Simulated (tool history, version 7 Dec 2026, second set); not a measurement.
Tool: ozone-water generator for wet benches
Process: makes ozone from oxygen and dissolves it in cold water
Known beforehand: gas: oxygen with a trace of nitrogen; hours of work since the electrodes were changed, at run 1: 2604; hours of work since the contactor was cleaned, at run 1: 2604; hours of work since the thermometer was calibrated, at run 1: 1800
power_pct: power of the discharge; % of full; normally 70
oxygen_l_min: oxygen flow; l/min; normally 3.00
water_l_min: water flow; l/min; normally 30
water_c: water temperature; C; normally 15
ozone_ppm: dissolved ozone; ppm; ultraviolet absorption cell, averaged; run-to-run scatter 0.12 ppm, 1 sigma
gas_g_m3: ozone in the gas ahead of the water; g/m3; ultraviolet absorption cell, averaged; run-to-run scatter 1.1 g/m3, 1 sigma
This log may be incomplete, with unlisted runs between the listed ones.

| run | hour | power_pct | oxygen_l_min | water_l_min | water_c | hours of work since the electrodes were changed | hours of work since the contactor was cleaned | hours of work since the thermometer was calibrated | ozone_ppm | gas_g_m3 |
|---|---|---|---|---|---|---|---|---|---|---|
| 1 | 0.0 | 70 | 3.00 | 30 | 15 | 2604 | 2604 | 1800 | 9.5 | 168.2 |
| 2 | 182.0 | 70 | 3.00 | 30 | 15 | 2737 | 2737 | 1934 | 9.5 | 167.3 |
| 3 | 270.3 | 70 | 3.00 | 30 | 15 | 2802 | 2802 | 1998 | 9.1 | 166.8 |
| 4 | 357.0 | 70 | 3.00 | 30 | 15 | 2865 | 2865 | 2062 | 9.3 | 168.7 |
| 5 | 451.7 | 70 | 3.00 | 30 | 15 | 2935 | 2935 | 2131 | 9.1 | 167.1 |
| 6 | 623.6 | 70 | 3.00 | 30 | 15 | 3061 | 3061 | 2257 | 9.0 | 164.6 |
| 7 | 758.2 | 70 | 3.00 | 30 | 15 | 3159 | 3159 | 2356 | 9.1 | 163.4 |
| 8 | 873.6 | 70 | 3.00 | 30 | 15 | 3244 | 3244 | 2440 | 9.0 | 163.4 |
| 9 | 1009.0 | 70 | 3.00 | 30 | 15 | 3343 | 3343 | 2539 | 9.1 | 162.7 |
| 10 | 1186.0 | 70 | 3.00 | 30 | 15 | 3473 | 3473 | 2669 | 9.0 | 162.7 |
| 11 | 1371.0 | 70 | 3.00 | 30 | 15 | 3608 | 3608 | 2805 | 8.8 | 160.3 |
| 12 | 1500.7 | 70 | 3.00 | 30 | 15 | 3703 | 3703 | 2900 | 8.7 | 160.0 |
|  | 1516.1 | water thermometer calibrated |
|  | 1548.3 | contactor cleaned |
| 13 | 1671.0 | 70 | 3.00 | 30 | 15 | 3824 | 90 | 111 | 8.9 | 158.1 |
| 14 | 1790.0 | 70 | 3.00 | 30 | 15 | 3912 | 177 | 198 | 8.8 | 158.5 |
| 15 | 1914.5 | 70 | 3.00 | 30 | 15 | 4003 | 268 | 289 | 8.8 | 157.1 |
|  | 2010.8 | water thermometer calibrated, once more |
| 16 | 2114.5 | 70 | 3.00 | 30 | 15 | 4149 | 414 | 76 | 8.7 | 157.0 |
| 17 | 2255.3 | 42 | 3.00 | 23 | 15 | 4252 | 517 | 179 | 9.1 | 118.4 |
| 18 | 2411.2 | 42 | 3.00 | 23 | 15 | 4366 | 632 | 293 | 9.0 | 118.7 |
| 19 | 2546.0 | 72 | 2.79 | 22 | 11 | 4465 | 730 | 392 | 12.4 | 160.1 |
| 20 | 2719.1 | 94 | 3.00 | 30 | 17 | 4592 | 857 | 519 | 9.8 | 176.4 |
| 21 | 2804.7 | 58 | 1.86 | 45 | 14 | 4654 | 920 | 581 | 3.5 | 159.5 |
| 22 | 2905.3 | 58 | 5.35 | 45 | 14 | 4728 | 994 | 655 | 6.5 | 115.2 |
| 23 | 3056.2 | 45 | 4.13 | 26 | 15 | 4839 | 1104 | 766 | 9.0 | 108.6 |
| 24 | 3198.5 | 45 | 4.13 | 26 | 15 | 4943 | 1208 | 870 | 9.1 | 109.0 |
| 25 | 3304.6 | 92 | 4.36 | 47 | 20 | 5020 | 1286 | 948 | 6.4 | 151.7 |
| 26 | 3497.4 | 74 | 2.37 | 22 | 8 | 5162 | 1427 | 1089 | 11.3 | 161.9 |
| 27 | 3694.0 | 74 | 2.37 | 39 | 7 | 5306 | 1571 | 1233 | 5.7 | 161.6 |
| 28 | 3844.6 | 74 | 2.37 | 39 | 7 | 5416 | 1681 | 1343 | 5.6 | 159.6 |
| 29 | 3931.6 | 67 | 2.00 | 39 | 7 | 5480 | 1745 | 1407 | 4.7 | 160.8 |
| 30 | 4133.6 | 82 | 2.43 | 30 | 15 | 5628 | 1893 | 1555 | 7.6 | 166.4 |
| 31 | 4292.0 | 82 | 2.43 | 30 | 15 | 5744 | 2009 | 1671 | 7.7 | 164.5 |
| 32 | 4476.6 | 70 | 1.81 | 30 | 18 | 5879 | 2144 | 1806 | 6.0 | 163.5 |

Branching from run 32: 5 alternative next runs. What would each branch give?
| A | 4630.6 | 43 | 1.59 | 44 | 15 | 5992 | 2257 | 1919 | ? | ? |
| B | 4630.6 | 70 | 2.40 | 45 | 9 | 5992 | 2257 | 1919 | ? | ? |
| C | 4630.6 | 89 | 3.00 | 30 | 15 | 5992 | 2257 | 1919 | ? | ? |
| D | 4630.6 | 70 | 2.18 | 26 | 15 | 5992 | 2257 | 1919 | ? | ? |
| E | 4630.6 | 70 | 1.81 | 35 | 15 | 5992 | 2257 | 1919 | ? | ? |

| run | ozone_ppm | gas_g_m3 |
|---|---|---|
| A | 2.7 | 134.2 |
| B | 4.4 | 148.7 |
| C | 8.6 | 157.4 |
| D | 7.9 | 155.6 |
| E | 4.8 | 163.6 |
Stripped of hidden state, with their random variation kept, the same runs would have yielded:
| run | ozone_ppm | gas_g_m3 |
|---|---|---|
| A | 3.5 | 169.0 |
| B | 6.2 | 203.6 |
| C | 12.6 | 224.3 |
| D | 11.0 | 212.9 |
| E | 6.8 | 223.9 |

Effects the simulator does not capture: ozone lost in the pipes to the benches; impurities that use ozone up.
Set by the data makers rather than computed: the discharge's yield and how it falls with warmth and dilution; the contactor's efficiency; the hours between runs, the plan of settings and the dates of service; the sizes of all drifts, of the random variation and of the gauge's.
